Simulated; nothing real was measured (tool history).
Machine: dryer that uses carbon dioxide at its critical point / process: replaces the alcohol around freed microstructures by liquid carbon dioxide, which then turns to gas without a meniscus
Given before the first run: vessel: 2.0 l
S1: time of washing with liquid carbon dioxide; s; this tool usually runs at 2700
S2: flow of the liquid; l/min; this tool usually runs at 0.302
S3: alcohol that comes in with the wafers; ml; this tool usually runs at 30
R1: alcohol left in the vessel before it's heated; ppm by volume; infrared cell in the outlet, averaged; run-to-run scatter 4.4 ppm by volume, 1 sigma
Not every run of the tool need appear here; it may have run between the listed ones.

{"run": 1, "day": 0.0, "S1": 2700, "S2": 0.302, "S3": 30, "R1": 75}
{"run": 2, "day": 1.504, "S1": 2700, "S2": 0.302, "S3": 30, "R1": 82}
{"run": 3, "day": 4.425, "S1": 2700, "S2": 0.302, "S3": 30, "R1": 80}
{"run": 4, "day": 6.55, "S1": 2700, "S2": 0.302, "S3": 30, "R1": 97}
{"run": 5, "day": 7.912, "S1": 2700, "S2": 0.302, "S3": 30, "R1": 55}
{"run": 6, "day": 9.479, "S1": 2700, "S2": 0.302, "S3": 30, "R1": 78}
{"run": 7, "day": 12.288, "S1": 2700, "S2": 0.302, "S3": 30, "R1": 87}
{"run": 8, "day": 14.175, "S1": 3300, "S2": 0.302, "S3": 30, "R1": 39}
{"run": 9, "day": 16.788, "S1": 3300, "S2": 0.302, "S3": 30, "R1": 45}
{"run": 10, "day": 19.125, "S1": 2700, "S2": 0.302, "S3": 30, "R1": 98}
{"run": 11, "day": 21.421, "S1": 2700, "S2": 0.206, "S3": 30, "R1": 331}
{"run": 12, "day": 22.796, "S1": 2700, "S2": 0.206, "S3": 30, "R1": 355}
{"run": 13, "day": 25.654, "S1": 2700, "S2": 0.206, "S3": 30, "R1": 392}
{"run": 14, "day": 27.562, "S1": 2700, "S2": 0.206, "S3": 30, "R1": 426}
{"run": 15, "day": 29.383, "S1": 2700, "S2": 0.206, "S3": 30, "R1": 431}
{"run": 16, "day": 31.967, "S1": 2700, "S2": 0.206, "S3": 30, "R1": 492}
{"run": 17, "day": 33.229, "S1": 2700, "S2": 0.206, "S3": 30, "R1": 331}
{"run": 18, "day": 34.638, "S1": 2700, "S2": 0.206, "S3": 30, "R1": 347}
{"run": 19, "day": 36.708, "S1": 2520, "S2": 0.302, "S3": 30, "R1": 112}
{"run": 20, "day": 38.112, "S1": 2700, "S2": 0.487, "S3": 30, "R1": 31}
{"run": 21, "day": 41.046, "S1": 2700, "S2": 0.487, "S3": 30, "R1": 33}
{"run": 22, "day": 43.075, "S1": 2700, "S2": 0.487, "S3": 30, "R1": 39}
{"run": 23, "day": 45.2, "S1": 2700, "S2": 0.487, "S3": 30, "R1": 31}
{"run": 24, "day": 46.717, "S1": 2700, "S2": 0.487, "S3": 30, "R1": 41}
{"run": 25, "day": 48.462, "S1": 2700, "S2": 0.487, "S3": 30, "R1": 40}
{"run": 26, "day": 51.375, "S1": 2700, "S2": 0.487, "S3": 30, "R1": 10}
{"run": 27, "day": 52.6, "S1": 2700, "S2": 0.239, "S3": 30, "R1": 217}
{"run": 28, "day": 54.638, "S1": 3360, "S2": 0.239, "S3": 30, "R1": 87}
{"run": 29, "day": 56.425, "S1": 2520, "S2": 0.302, "S3": 84, "R1": 318}
{"run": 30, "day": 59.096, "S1": 1740, "S2": 0.37, "S3": 30, "R1": 160}
{"run": 31, "day": 60.967, "S1": 2700, "S2": 0.478, "S3": 58, "R1": 12}
{"run": 32, "day": 63.479, "S1": 2700, "S2": 0.327, "S3": 58, "R1": 86}
{"run": 33, "day": 66.312, "S1": 1740, "S2": 0.238, "S3": 44, "R1": 1454}
{"run": 34, "day": 68.592, "S1": 2700, "S2": 0.484, "S3": 79, "R1": 26}
{"run": 35, "day": 71.038, "S1": 2700, "S2": 0.507, "S3": 100, "R1": 33}
{"run": 36, "day": 72.879, "S1": 2700, "S2": 0.206, "S3": 35, "R1": 384}
{"run": 37, "day": 74.446, "S1": 2640, "S2": 0.302, "S3": 30, "R1": 76}
{"run": 38, "day": 76.338, "S1": 2700, "S2": 0.213, "S3": 103, "R1": 1074}
{"run": 39, "day": 77.85, "S1": 2040, "S2": 0.503, "S3": 83, "R1": 54}
{"run": 40, "day": 79.267, "S1": 2460, "S2": 0.182, "S3": 20, "R1": 552}
{"run": 41, "day": 81.417, "S1": 2460, "S2": 0.182, "S3": 20, "R1": 578}
{"run": 42, "day": 83.117, "S1": 2220, "S2": 0.219, "S3": 107, "R1": 2443}
{"run": 43, "day": 84.733, "S1": 2220, "S2": 0.219, "S3": 107, "R1": 1777}
{"run": 44, "day": 87.538, "S1": 3180, "S2": 0.434, "S3": 58, "R1": 31}
{"run": 45, "day": 88.754, "S1": 2400, "S2": 0.302, "S3": 27, "R1": 127}
{"run": 46, "day": 90.217, "S1": 2400, "S2": 0.302, "S3": 27, "R1": 127}

Taken out of this log: 8 entries between the listed runs. Where each belongs, and how the hidden state differs across it:
Logged between run 4 and run 5: inlet filter changed (day 7.417)
  flow that reaches the vessel past the clogged filter, %: 89.5 -> 99.3; alcohol in the recycled carbon dioxide, ppm: 16.9 -> 17.7
  the result without the hidden state subtracted from the measured one, R1: +49 -> +14 ppm by volume
Logged between run 10 and run 11: inlet filter changed (day 20.321)
  flow that reaches the vessel past the clogged filter, %: 89.2 -> 98.9; alcohol in the recycled carbon dioxide, ppm: 24 -> 25.1
  the result without the hidden state subtracted from the measured one, R1: +57 -> +32 ppm by volume
Logged between run 16 and run 17: inlet filter changed (day 33.221)
  flow that reaches the vessel past the clogged filter, %: 89 -> 99.8; alcohol in the recycled carbon dioxide, ppm: 30.9 -> 31.5
  the result without the hidden state subtracted from the measured one, R1: +189 -> +29 ppm by volume
Logged between run 23 and run 24: inlet filter changed (day 46.117)
  flow that reaches the vessel past the clogged filter, %: 89.2 -> 99.4; alcohol in the recycled carbon dioxide, ppm: 38.3 -> 39.1
  the result without the hidden state subtracted from the measured one, R1: +31 -> +34 ppm by volume
Logged between run 25 and run 26: purifier's bed changed (day 49.025)
  flow that reaches the vessel past the clogged filter, %: 97.8 -> 95.2; alcohol in the recycled carbon dioxide, ppm: 40.1 -> 6.9
  the result without the hidden state subtracted from the measured one, R1: +35 -> +2 ppm by volume
Logged between run 29 and run 30: inlet filter changed (day 59.071)
  flow that reaches the vessel past the clogged filter, %: 90.6 -> 99.9; alcohol in the recycled carbon dioxide, ppm: 9.8 -> 11.3
  the result without the hidden state subtracted from the measured one, R1: +128 -> +7 ppm by volume
Logged between run 35 and run 36: inlet filter changed (day 71.967)
  flow that reaches the vessel past the clogged filter, %: 88.6 -> 99.2; alcohol in the recycled carbon dioxide, ppm: 17.8 -> 18.9
  the result without the hidden state subtracted from the measured one, R1: +18 -> +25 ppm by volume
Logged between run 42 and run 43: inlet filter changed (day 84.733)
  flow that reaches the vessel past the clogged filter, %: 89.6 -> 99.9; alcohol in the recycled carbon dioxide, ppm: 24.5 -> 25.3
  the result without the hidden state subtracted from the measured one, R1: +747 -> +24 ppm by volume
